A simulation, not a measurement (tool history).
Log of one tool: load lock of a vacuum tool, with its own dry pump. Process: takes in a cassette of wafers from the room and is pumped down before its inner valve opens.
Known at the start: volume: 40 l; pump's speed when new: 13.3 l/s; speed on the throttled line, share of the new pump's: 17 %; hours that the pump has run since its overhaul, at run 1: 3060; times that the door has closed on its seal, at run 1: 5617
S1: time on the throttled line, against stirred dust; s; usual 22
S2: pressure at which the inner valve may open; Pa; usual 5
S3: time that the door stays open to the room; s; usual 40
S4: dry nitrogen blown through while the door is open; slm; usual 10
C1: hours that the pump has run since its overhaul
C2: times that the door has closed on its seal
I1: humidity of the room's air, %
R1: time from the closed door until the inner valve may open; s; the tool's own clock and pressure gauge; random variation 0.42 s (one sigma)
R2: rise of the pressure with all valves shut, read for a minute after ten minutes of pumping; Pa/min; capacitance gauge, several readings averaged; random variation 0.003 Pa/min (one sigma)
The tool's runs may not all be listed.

Run 1, day 0: usual settings; C1 3060; C2 5617; I1 48.2. Result: R1 49.6 s, R2 0.048 Pa/min.
Run 2, day 2.929: usual settings; C1 3131; C2 5966; I1 48. Result: R1 50.5 s, R2 0.044 Pa/min.
Run 3, day 6.383: usual settings; C1 3214; C2 6378; I1 44.4. Result: R1 50.3 s, R2 0.052 Pa/min.
Run 4, day 9.442: usual settings; C1 3287; C2 6743; I1 44.7. Result: R1 50.3 s, R2 0.05 Pa/min.
Run 5, day 12.508: usual settings; C1 3361; C2 7108; I1 46.5. Result: R1 50.3 s, R2 0.052 Pa/min.
Run 6, day 16.371: usual settings but S4 17 slm; C1 3453; C2 7569; I1 47.2. Result: R1 50 s, R2 0.044 Pa/min.
Run 7, day 18.45: usual settings but S4 17 slm; C1 3503; C2 7817; I1 46.7. Result: R1 50.4 s, R2 0.047 Pa/min.
Run 8, day 23.142: usual settings but S4 4 slm; C1 3616; C2 8376; I1 43. Result: R1 50.3 s, R2 0.066 Pa/min.
Run 9, day 27.025: usual settings but S4 4 slm; C1 3709; C2 8839; I1 46.3. Result: R1 50.3 s, R2 0.075 Pa/min.
Run 10, day 29.512: usual settings but S4 4 slm; C1 3769; C2 9136; I1 43.1. Result: R1 50.9 s, R2 0.072 Pa/min.
Run 11, day 31.638: usual settings but S4 4 slm; C1 3820; C2 9389; I1 46. Result: R1 49.4 s, R2 0.075 Pa/min.
Run 12, day 34.129: usual settings; C1 3879; C2 9686; I1 42.9. Result: R1 50.4 s, R2 0.067 Pa/min.
Run 13, day 38.871: usual settings; C1 3993; C2 10251; I1 45.8. Result: R1 50.6 s, R2 0.072 Pa/min.
Run 14, day 41.942: usual settings but S2 4 Pa; C1 4067; C2 10618; I1 45.1. Result: R1 51.1 s, R2 0.068 Pa/min.
Run 15, day 46.1: usual settings but S4 16 slm; C1 4167; C2 11114; I1 44.8. Result: R1 50.6 s, R2 0.064 Pa/min.
Run 16, day 48.558: usual settings but S4 16 slm; C1 4226; C2 11407; I1 46.6. Result: R1 50.2 s, R2 0.07 Pa/min.
Run 17, day 52.129: usual settings but S4 16 slm; C1 4311; C2 11833; I1 42.7. Result: R1 51 s, R2 0.078 Pa/min.
Run 18, day 55.062: usual settings but S4 16 slm; C1 4382; C2 12182; I1 47.3. Result: R1 51.2 s, R2 0.07 Pa/min.
Run 19, day 58.762: usual settings but S4 16 slm; C1 4471; C2 12623; I1 48.1. Result: R1 51.4 s, R2 0.081 Pa/min.
Run 20, day 62.012: usual settings but S4 23 slm; C1 4549; C2 13011; I1 42.7. Result: R1 51.1 s, R2 0.073 Pa/min.
Run 21, day 64.958: usual settings but S1 35 s, S2 8 Pa, S3 83 s; C1 4619; C2 13362; I1 42.7. Result: R1 59.3 s, R2 0.093 Pa/min.
Run 22, day 67.379: usual settings but S1 24 s, S3 59 s, S4 26 slm; C1 4677; C2 13651; I1 44.3. Result: R1 51.9 s, R2 0.078 Pa/min.
Run 23, day 70.162: usual settings but S1 28 s, S3 48 s; C1 4744; C2 13983; I1 40.4. Result: R1 55.3 s, R2 0.094 Pa/min.
Run 24, day 74.312: usual settings but S1 24 s, S2 7 Pa, S3 48 s; C1 4844; C2 14478; I1 42.1. Result: R1 51.4 s, R2 0.095 Pa/min.
Run 25, day 78.654: usual settings but S1 24 s, S2 7 Pa, S3 48 s; C1 4948; C2 14995; I1 50.1. Result: R1 50.7 s, R2 0.102 Pa/min.
Run 26, day 83.583: usual settings but S1 24 s, S2 7 Pa, S3 48 s; C1 5066; C2 15583; I1 44.3. Result: R1 51.7 s, R2 0.109 Pa/min.
Run 27, day 87.096: usual settings but S1 24 s, S2 7 Pa, S3 48 s; C1 5151; C2 16002; I1 43.9. Result: R1 51.7 s, R2 0.105 Pa/min.
Run 28, day 89.912: usual settings but S1 23 s, S2 7 Pa, S3 112 s, S4 6 slm; C1 5218; C2 16338; I1 47.9. Result: R1 51 s, R2 0.139 Pa/min.
Run 29, day 94.762: usual settings but S1 21 s, S3 56 s, S4 6 slm; C1 5335; C2 16916; I1 45.7. Result: R1 51.2 s, R2 0.12 Pa/min.
Run 30, day 99.521: usual settings but S1 21 s, S3 56 s, S4 6 slm; C1 5449; C2 17483; I1 44.1. Result: R1 50.9 s, R2 0.123 Pa/min.
Run 31, day 104.092: usual settings but S2 8 Pa, S3 42 s, S4 45 slm; C1 5559; C2 18028; I1 42.1. Result: R1 49.6 s, R2 0.108 Pa/min.
Run 32, day 108.454: usual settings but S2 8 Pa, S3 42 s, S4 45 slm; C1 5663; C2 18548; I1 42.8. Result: R1 49.8 s, R2 0.112 Pa/min.
Run 33, day 111.921: usual settings but S2 8 Pa, S3 108 s, S4 45 slm; C1 5746; C2 18962; I1 46.7. Result: R1 50 s, R2 0.118 Pa/min.
Run 34, day 114.904: usual settings but S1 16 s, S2 4 Pa, S3 70 s, S4 6 slm; C1 5818; C2 19317; I1 46. Result: R1 46.7 s, R2 0.152 Pa/min.
Run 35, day 118.092: usual settings but S1 16 s, S2 4 Pa, S3 70 s, S4 6 slm; C1 5894; C2 19697; I1 47.7. Result: R1 47.5 s, R2 0.153 Pa/min.
Run 36, day 123.117: usual settings but S1 13 s, S2 4 Pa, S3 142 s, S4 6 slm; C1 6015; C2 20296; I1 45.8. Result: R1 44.8 s, R2 0.172 Pa/min.
Run 37, day 128.012: usual settings but S1 35 s, S2 4 Pa, S3 142 s, S4 6 slm; C1 6133; C2 20880; I1 41.3. Result: R1 63 s, R2 0.175 Pa/min.

4 ways to go on from here, each from the tool as it stands after run 37. What would each give?
Run A, day 131.85: usual settings but S1 32 s, S2 4 Pa, S4 35 slm; C1 6225; C2 21338; I1 44.7. Result: R1 ?, R2 ?.
Run B, day 131.85: usual settings but S1 17 s, S2 8 Pa, S3 142 s, S4 6 slm; C1 6225; C2 21338; I1 45.5. Result: R1 ?, R2 ?.
Run C, day 131.85: usual settings but S1 20 s, S2 8 Pa, S4 8 slm; C1 6225; C2 21338; I1 45.5. Result: R1 ?, R2 ?.
Run D, day 131.85: usual settings but S1 23 s, S2 10 Pa, S3 142 s, S4 11 slm; C1 6225; C2 21338; I1 47.5. Result: R1 ?, R2 ?.

run    R1     R2
  A  60.1  0.137
  B  46.1  0.185
  C  48.4  0.149
  D  50.3   0.17
Without the tool's hidden state the same runs would have given:
run    R1     R2
  A  57.1  0.014
  B  43.1   0.06
  C  45.3  0.026
  D  47.5  0.049
